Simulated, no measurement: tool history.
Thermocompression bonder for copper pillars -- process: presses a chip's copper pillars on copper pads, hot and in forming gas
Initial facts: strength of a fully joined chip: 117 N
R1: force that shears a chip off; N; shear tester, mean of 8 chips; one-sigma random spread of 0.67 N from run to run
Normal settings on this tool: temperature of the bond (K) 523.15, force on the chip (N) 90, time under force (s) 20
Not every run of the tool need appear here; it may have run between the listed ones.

{"run": 1, "day": 0.0, "temperature of the bond (K)": 523.15, "force on the chip (N)": 90, "time under force (s)": 20, "R1": 38.6}
{"run": 2, "day": 0.283, "temperature of the bond (K)": 533.15, "force on the chip (N)": 90, "time under force (s)": 20, "R1": 45.2}
{"run": 3, "day": 0.571, "temperature of the bond (K)": 523.15, "force on the chip (N)": 90, "time under force (s)": 20, "R1": 38.6}
{"run": 4, "day": 0.854, "temperature of the bond (K)": 523.15, "force on the chip (N)": 90, "time under force (s)": 20, "R1": 39.4}
{"run": 5, "day": 1.212, "temperature of the bond (K)": 523.15, "force on the chip (N)": 90, "time under force (s)": 20, "R1": 39.5}
{"run": 6, "day": 1.558, "temperature of the bond (K)": 523.15, "force on the chip (N)": 90, "time under force (s)": 20, "R1": 38.3}
{"run": 7, "day": 1.742, "temperature of the bond (K)": 523.15, "force on the chip (N)": 90, "time under force (s)": 20, "R1": 39.1}
{"run": 8, "day": 2.158, "temperature of the bond (K)": 523.15, "force on the chip (N)": 90, "time under force (s)": 20, "R1": 38.2}
{"run": 9, "day": 2.525, "temperature of the bond (K)": 523.15, "force on the chip (N)": 90, "time under force (s)": 20, "R1": 38.7}
{"run": 10, "day": 2.962, "temperature of the bond (K)": 523.15, "force on the chip (N)": 90, "time under force (s)": 20, "R1": 38.4}
{"run": 11, "day": 3.217, "temperature of the bond (K)": 523.15, "force on the chip (N)": 90, "time under force (s)": 20, "R1": 38.7}
{"run": 12, "day": 3.533, "temperature of the bond (K)": 497.15, "force on the chip (N)": 90, "time under force (s)": 20, "R1": 23.2}
{"run": 13, "day": 3.788, "temperature of the bond (K)": 533.15, "force on the chip (N)": 90, "time under force (s)": 20, "R1": 43.6}
{"run": 14, "day": 4.204, "temperature of the bond (K)": 533.15, "force on the chip (N)": 90, "time under force (s)": 20, "R1": 44.9}
{"run": 15, "day": 4.462, "temperature of the bond (K)": 533.15, "force on the chip (N)": 90, "time under force (s)": 20, "R1": 43.5}
{"run": 16, "day": 4.821, "temperature of the bond (K)": 533.15, "force on the chip (N)": 90, "time under force (s)": 20, "R1": 43.7}
{"run": 17, "day": 5.208, "temperature of the bond (K)": 533.15, "force on the chip (N)": 90, "time under force (s)": 20, "R1": 43.6}
{"run": 18, "day": 5.592, "temperature of the bond (K)": 533.15, "force on the chip (N)": 90, "time under force (s)": 20, "R1": 43.5}
{"run": 19, "day": 5.996, "temperature of the bond (K)": 502.15, "force on the chip (N)": 81, "time under force (s)": 28, "R1": 25.9}
{"run": 20, "day": 6.446, "temperature of the bond (K)": 538.15, "force on the chip (N)": 80, "time under force (s)": 13, "R1": 36.6}
{"run": 21, "day": 6.754, "temperature of the bond (K)": 502.15, "force on the chip (N)": 102, "time under force (s)": 10, "R1": 20.1}
{"run": 22, "day": 7.012, "temperature of the bond (K)": 523.15, "force on the chip (N)": 65, "time under force (s)": 33, "R1": 34.7}
{"run": 23, "day": 7.254, "temperature of the bond (K)": 520.15, "force on the chip (N)": 111, "time under force (s)": 21, "R1": 42.1}
{"run": 24, "day": 7.683, "temperature of the bond (K)": 503.15, "force on the chip (N)": 127, "time under force (s)": 39, "R1": 43.3}
{"day": 7.733, "done": "forming gas filter changed"}
{"run": 25, "day": 8.075, "temperature of the bond (K)": 505.15, "force on the chip (N)": 132, "time under force (s)": 34, "R1": 48.5}
{"run": 26, "day": 8.296, "temperature of the bond (K)": 531.15, "force on the chip (N)": 108, "time under force (s)": 29, "R1": 58}
{"run": 27, "day": 8.575, "temperature of the bond (K)": 531.15, "force on the chip (N)": 108, "time under force (s)": 29, "R1": 58.8}
{"run": 28, "day": 9.004, "temperature of the bond (K)": 514.15, "force on the chip (N)": 61, "time under force (s)": 20, "R1": 21.9}
{"run": 29, "day": 9.45, "temperature of the bond (K)": 514.15, "force on the chip (N)": 61, "time under force (s)": 20, "R1": 22.6}
{"run": 30, "day": 9.717, "temperature of the bond (K)": 523.15, "force on the chip (N)": 122, "time under force (s)": 15, "R1": 44.1}
{"run": 31, "day": 10.167, "temperature of the bond (K)": 523.15, "force on the chip (N)": 122, "time under force (s)": 55, "R1": 68.8}
{"run": 32, "day": 10.417, "temperature of the bond (K)": 523.15, "force on the chip (N)": 122, "time under force (s)": 55, "R1": 69.4}
{"run": 33, "day": 10.754, "temperature of the bond (K)": 523.15, "force on the chip (N)": 90, "time under force (s)": 11, "R1": 30.3}
{"run": 34, "day": 10.983, "temperature of the bond (K)": 552.15, "force on the chip (N)": 64, "time under force (s)": 12, "R1": 37.2}
{"run": 35, "day": 11.183, "temperature of the bond (K)": 552.15, "force on the chip (N)": 64, "time under force (s)": 12, "R1": 37.5}

Each row is a separate what-if for the run after 35, all from the same tool condition, not one after another. Results?
{"run": "A", "day": 11.408, "temperature of the bond (K)": 500.15, "force on the chip (N)": 125, "time under force (s)": 40, "R1": "?"}
{"run": "B", "day": 11.408, "temperature of the bond (K)": 500.15, "force on the chip (N)": 117, "time under force (s)": 17, "R1": "?"}
{"run": "C", "day": 11.408, "temperature of the bond (K)": 500.15, "force on the chip (N)": 56, "time under force (s)": 19, "R1": "?"}
{"run": "D", "day": 11.408, "temperature of the bond (K)": 523.15, "force on the chip (N)": 95, "time under force (s)": 16, "R1": "?"}

run=A R1=44
run=B R1=30.8
run=C R1=14.6
run=D R1=36.5
What these runs would have given with no unlogged condition in the tool:
run=A R1=51.5
run=B R1=36.4
run=C R1=17.7
run=D R1=42.5

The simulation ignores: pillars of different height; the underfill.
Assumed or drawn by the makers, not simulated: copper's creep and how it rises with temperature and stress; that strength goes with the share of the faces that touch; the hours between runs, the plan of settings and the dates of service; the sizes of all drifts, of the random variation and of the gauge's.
